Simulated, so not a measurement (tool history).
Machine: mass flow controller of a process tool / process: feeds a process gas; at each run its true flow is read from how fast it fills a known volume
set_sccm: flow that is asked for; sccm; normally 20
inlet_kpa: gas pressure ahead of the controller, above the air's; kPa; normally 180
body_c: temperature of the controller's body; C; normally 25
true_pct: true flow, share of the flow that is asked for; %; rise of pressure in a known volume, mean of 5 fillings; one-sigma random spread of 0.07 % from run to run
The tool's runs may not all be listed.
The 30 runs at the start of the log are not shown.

{"run": 31, "hour": 2352.9, "set_sccm": 20, "inlet_kpa": 186, "body_c": 25, "true_pct": 98.58}
{"run": 32, "hour": 2400.4, "set_sccm": 22, "inlet_kpa": 149, "body_c": 33, "true_pct": 98.24}
{"run": 33, "hour": 2505.1, "set_sccm": 22, "inlet_kpa": 149, "body_c": 33, "true_pct": 98.29}
{"run": 34, "hour": 2572.3, "set_sccm": 27, "inlet_kpa": 142, "body_c": 22, "true_pct": 98.72}
{"run": 35, "hour": 2650.0, "set_sccm": 27, "inlet_kpa": 142, "body_c": 22, "true_pct": 98.7}
{"run": 36, "hour": 2749.2, "set_sccm": 20, "inlet_kpa": 197, "body_c": 22, "true_pct": 98.63}
{"run": 37, "hour": 2854.6, "set_sccm": 46, "inlet_kpa": 179, "body_c": 27, "true_pct": 99.27}
{"run": 38, "hour": 2934.2, "set_sccm": 10, "inlet_kpa": 247, "body_c": 27, "true_pct": 98.69}
{"run": 39, "hour": 2980.3, "set_sccm": 7, "inlet_kpa": 180, "body_c": 25, "true_pct": 98.82}
{"run": 40, "hour": 3073.5, "set_sccm": 20, "inlet_kpa": 256, "body_c": 25, "true_pct": 98.52}
{"run": 41, "hour": 3146.5, "set_sccm": 20, "inlet_kpa": 256, "body_c": 33, "true_pct": 98.33}
{"run": 42, "hour": 3202.9, "set_sccm": 38, "inlet_kpa": 167, "body_c": 25, "true_pct": 98.98}
{"run": 43, "hour": 3281.9, "set_sccm": 13, "inlet_kpa": 156, "body_c": 25, "true_pct": 98.39}
{"run": 44, "hour": 3353.6, "set_sccm": 16, "inlet_kpa": 149, "body_c": 20, "true_pct": 98.43}
{"run": 45, "hour": 3437.0, "set_sccm": 39, "inlet_kpa": 204, "body_c": 20, "true_pct": 99.24}
{"run": 46, "hour": 3543.0, "set_sccm": 39, "inlet_kpa": 204, "body_c": 20, "true_pct": 99.26}
{"run": 47, "hour": 3627.1, "set_sccm": 20, "inlet_kpa": 199, "body_c": 25, "true_pct": 98.43}
{"run": 48, "hour": 3702.4, "set_sccm": 33, "inlet_kpa": 226, "body_c": 29, "true_pct": 98.7}

Each row is a separate what-if for the run after 48, all from the same tool condition, not one after another. Results?
{"run": "A", "hour": 3800.8, "set_sccm": 24, "inlet_kpa": 226, "body_c": 37, "true_pct": "?"}
{"run": "B", "hour": 3800.8, "set_sccm": 13, "inlet_kpa": 226, "body_c": 29, "true_pct": "?"}
{"run": "C", "hour": 3800.8, "set_sccm": 20, "inlet_kpa": 277, "body_c": 25, "true_pct": "?"}
{"run": "D", "hour": 3800.8, "set_sccm": 33, "inlet_kpa": 256, "body_c": 24, "true_pct": "?"}
{"run": "E", "hour": 3800.8, "set_sccm": 33, "inlet_kpa": 226, "body_c": 28, "true_pct": "?"}

run=A true_pct=98.32
run=B true_pct=98.55
run=C true_pct=98.61
run=D true_pct=99.04
run=E true_pct=98.89
With no hidden state in the tool, these same runs would have given:
run=A true_pct=98.6
run=B true_pct=98.41
run=C true_pct=98.78
run=D true_pct=99.45
run=E true_pct=99.3
